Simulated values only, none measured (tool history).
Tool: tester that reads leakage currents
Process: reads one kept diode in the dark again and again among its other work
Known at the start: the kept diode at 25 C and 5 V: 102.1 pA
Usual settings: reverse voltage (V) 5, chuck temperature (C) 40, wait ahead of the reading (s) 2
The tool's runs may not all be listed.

run    hour  reverse voltage (V)  chuck temperature (C)  wait ahead of the reading (s)  current that the tester gives (pA)
  1       0                    5                     40                              2                              283.49
      102.4  -- chuck's temperature calibrated
  2   153.5                    5                     40                              2                              329.73
  3     249                    5                     40                              2                              326.52
  4   398.9                    5                     40                              2                              322.54
  5   566.7                    5                     40                              2                               314.6
  6   723.4                    5                     40                              2                               310.1
  7   874.6                17.37                     40                              2                              503.32
  8  1048.8                17.37                     40                              2                              492.78
  9  1223.3                17.37                     40                              2                              487.66
 10  1324.4                15.92                     40                              2                              468.46
 11  1499.7                 3.65                     40                              2                              250.99
     1626.2  -- chuck's temperature calibrated
 12  1713.8                18.53                     40                              2                              568.44
 13  1870.9                18.53                     40                              2                              558.71
 14  1970.7                 1.16                     39                              2                              166.42
     2059.9  -- probe card cleaned and baked
 15  2112.8                    5                     40                           0.59                               314.9
 16  2269.2                    5                     33                           8.91                              178.45
 17  2404.4                 1.67                     39                              2                              181.79
 18  2580.6                10.27                     23                            1.3                              103.86
     2641.5  -- tester calibrated
 19  2767.1                10.27                     23                            1.3                              105.04
 20  2879.4                10.27                     23                            1.3                              103.86
 21  2999.2                 7.44                     49                           6.49                              662.71
     3161.9  -- chuck's temperature calibrated
 22  3217.8                 7.44                     49                           6.49                              756.91
 23    3361                19.96                     27                           0.98                              216.34
 24  3484.2                 7.37                     33                           0.98                              223.52
 25  3640.7                15.24                     51                            2.8                             1106.92

Forecast each of these 5 alternatives for the next run:
  A  3833.8                    5                     36                              2                                   ?
  B  3833.8                 7.43                     36                           8.31                                   ?
  C  3833.8                16.05                     58                           1.65                                   ?
  D  3833.8                 2.53                     49                           1.08                                   ?
  E  3833.8                17.72                     23                              2                                   ?

run  current that the tester gives (pA)
  A                              230.58
  B                              270.86
  C                             1807.02
  D                              461.15
  E                              142.81
Without the tool's hidden state the same runs would have given:
run  current that the tester gives (pA)
  A                              249.08
  B                              291.54
  C                             1947.58
  D                              500.18
  E                              144.91
